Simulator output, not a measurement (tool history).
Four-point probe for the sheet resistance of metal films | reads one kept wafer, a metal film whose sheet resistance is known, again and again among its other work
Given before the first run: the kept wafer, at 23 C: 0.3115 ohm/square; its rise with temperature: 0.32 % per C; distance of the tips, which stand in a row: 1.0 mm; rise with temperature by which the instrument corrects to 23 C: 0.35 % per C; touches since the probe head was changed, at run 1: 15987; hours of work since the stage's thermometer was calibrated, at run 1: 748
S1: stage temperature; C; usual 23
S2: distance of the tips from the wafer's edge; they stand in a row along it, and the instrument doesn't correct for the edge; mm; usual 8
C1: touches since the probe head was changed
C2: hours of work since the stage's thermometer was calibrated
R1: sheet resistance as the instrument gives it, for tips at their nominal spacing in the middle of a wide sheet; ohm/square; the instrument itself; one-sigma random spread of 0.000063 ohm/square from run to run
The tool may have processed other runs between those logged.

run	hour	S1	S2	C1	C2	R1
1	0	23	8	15987	748	0.314045
2	27.6	23	8	16603	762	0.31415
3	66.1	23	8	17460	781	0.314132
4	100.1	23	8	18216	798	0.314139
5	152.9	23	8	19393	823	0.314146
6	180	23	8	19996	837	0.314167
7	238.7	23	8	21304	865	0.314221
8	287.4	23	8	22389	889	0.314233
9	352.2	26	63	23832	921	0.311397
10	405.4	26	63	25017	947	0.311425
11	458.6	31	69	26200	973	0.311043

Forecast each of these 4 alternatives for the next run:
A	485.5	24	67	26800	986	?
B	485.5	23	14	26800	986	?
C	485.5	29	18	26800	986	?
D	485.5	23	8	26800	986	?

run	R1
A	0.311707
B	0.312559
C	0.311598
D	0.314217
Without the tool's unlogged condition, the same runs would have read:
run	R1
A	0.31152
B	0.312371
C	0.311413
D	0.314028

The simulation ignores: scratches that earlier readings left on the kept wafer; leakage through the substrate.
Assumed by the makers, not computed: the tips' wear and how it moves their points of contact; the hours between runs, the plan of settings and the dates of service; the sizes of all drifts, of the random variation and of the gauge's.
